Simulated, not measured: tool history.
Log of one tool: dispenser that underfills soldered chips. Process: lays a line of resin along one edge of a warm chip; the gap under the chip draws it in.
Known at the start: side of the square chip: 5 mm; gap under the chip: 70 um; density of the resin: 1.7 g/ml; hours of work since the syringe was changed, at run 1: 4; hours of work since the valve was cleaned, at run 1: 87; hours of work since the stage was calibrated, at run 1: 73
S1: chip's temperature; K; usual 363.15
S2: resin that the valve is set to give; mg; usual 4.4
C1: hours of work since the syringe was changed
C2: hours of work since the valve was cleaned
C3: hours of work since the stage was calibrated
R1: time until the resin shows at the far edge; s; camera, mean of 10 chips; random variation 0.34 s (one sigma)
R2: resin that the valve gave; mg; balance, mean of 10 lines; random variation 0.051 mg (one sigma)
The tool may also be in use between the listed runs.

{"run": 1, "hour": 0.0, "S1": 363.15, "S2": 4.4, "C1": 4, "C2": 87, "C3": 73, "R1": 18.5, "R2": 4.03}
{"run": 2, "hour": 5.7, "S1": 363.15, "S2": 5.26, "C1": 8, "C2": 91, "C3": 77, "R1": 19.5, "R2": 4.75}
{"hour": 6.8, "done": "new syringe of resin"}
{"run": 3, "hour": 8.3, "S1": 363.15, "S2": 5.26, "C1": 1, "C2": 92, "C3": 79, "R1": 15.5, "R2": 4.87}
{"run": 4, "hour": 11.6, "S1": 363.15, "S2": 5.26, "C1": 3, "C2": 95, "C3": 81, "R1": 17.1, "R2": 4.91}
{"run": 5, "hour": 15.9, "S1": 363.15, "S2": 5.26, "C1": 6, "C2": 98, "C3": 84, "R1": 18.7, "R2": 4.82}
{"hour": 20.1, "done": "new syringe of resin"}
{"run": 6, "hour": 21.8, "S1": 363.15, "S2": 5.26, "C1": 1, "C2": 102, "C3": 88, "R1": 16.3, "R2": 4.78}
{"run": 7, "hour": 26.5, "S1": 363.15, "S2": 5.26, "C1": 4, "C2": 105, "C3": 91, "R1": 17.7, "R2": 4.76}
{"run": 8, "hour": 30.1, "S1": 363.15, "S2": 4.78, "C1": 7, "C2": 107, "C3": 94, "R1": 19.4, "R2": 4.31}
{"hour": 33.4, "done": "new syringe of resin"}
{"run": 9, "hour": 34.7, "S1": 378.15, "S2": 4.78, "C1": 1, "C2": 110, "C3": 97, "R1": 9.6, "R2": 4.36}
{"run": 10, "hour": 38.4, "S1": 362.15, "S2": 4.37, "C1": 3, "C2": 113, "C3": 99, "R1": 18.7, "R2": 3.99}
{"hour": 41.0, "done": "dispensing valve cleaned and set on the balance"}
{"run": 11, "hour": 43.2, "S1": 362.15, "S2": 4.37, "C1": 6, "C2": 2, "C3": 102, "R1": 19.9, "R2": 4.27}
{"run": 12, "hour": 46.8, "S1": 368.15, "S2": 4.93, "C1": 9, "C2": 4, "C3": 104, "R1": 17.2, "R2": 4.82}
{"hour": 47.6, "done": "new syringe of resin"}
{"run": 13, "hour": 50.4, "S1": 363.15, "S2": 5.28, "C1": 2, "C2": 6, "C3": 107, "R1": 15.8, "R2": 5.28}
{"run": 14, "hour": 54.6, "S1": 362.15, "S2": 5.28, "C1": 5, "C2": 9, "C3": 110, "R1": 18.7, "R2": 5.23}
{"run": 15, "hour": 57.2, "S1": 362.15, "S2": 5.28, "C1": 7, "C2": 11, "C3": 111, "R1": 19.4, "R2": 5.25}
{"hour": 60.9, "done": "new syringe of resin"}
{"run": 16, "hour": 61.1, "S1": 372.15, "S2": 4.47, "C1": 0, "C2": 13, "C3": 114, "R1": 11.6, "R2": 4.39}
{"run": 17, "hour": 63.7, "S1": 372.15, "S2": 4.47, "C1": 2, "C2": 15, "C3": 116, "R1": 11.7, "R2": 4.44}

3 ways to go on from here, each from the tool as it stands after run 17. What would each give?
{"run": "A", "hour": 67.9, "S1": 367.15, "S2": 4.55, "C1": 5, "C2": 18, "C3": 118, "R1": "?", "R2": "?"}
{"run": "B", "hour": 67.9, "S1": 358.15, "S2": 4.47, "C1": 5, "C2": 18, "C3": 118, "R1": "?", "R2": "?"}
{"run": "C", "hour": 67.9, "S1": 364.15, "S2": 5.45, "C1": 5, "C2": 18, "C3": 118, "R1": "?", "R2": "?"}

run=A R1=16 R2=4.38
run=B R1=22.4 R2=4.27
run=C R1=17.3 R2=5.39
Without the tool's hidden state the same runs would have given:
run=A R1=13.3 R2=4.45
run=B R1=18.7 R2=4.34
run=C R1=14.4 R2=5.48
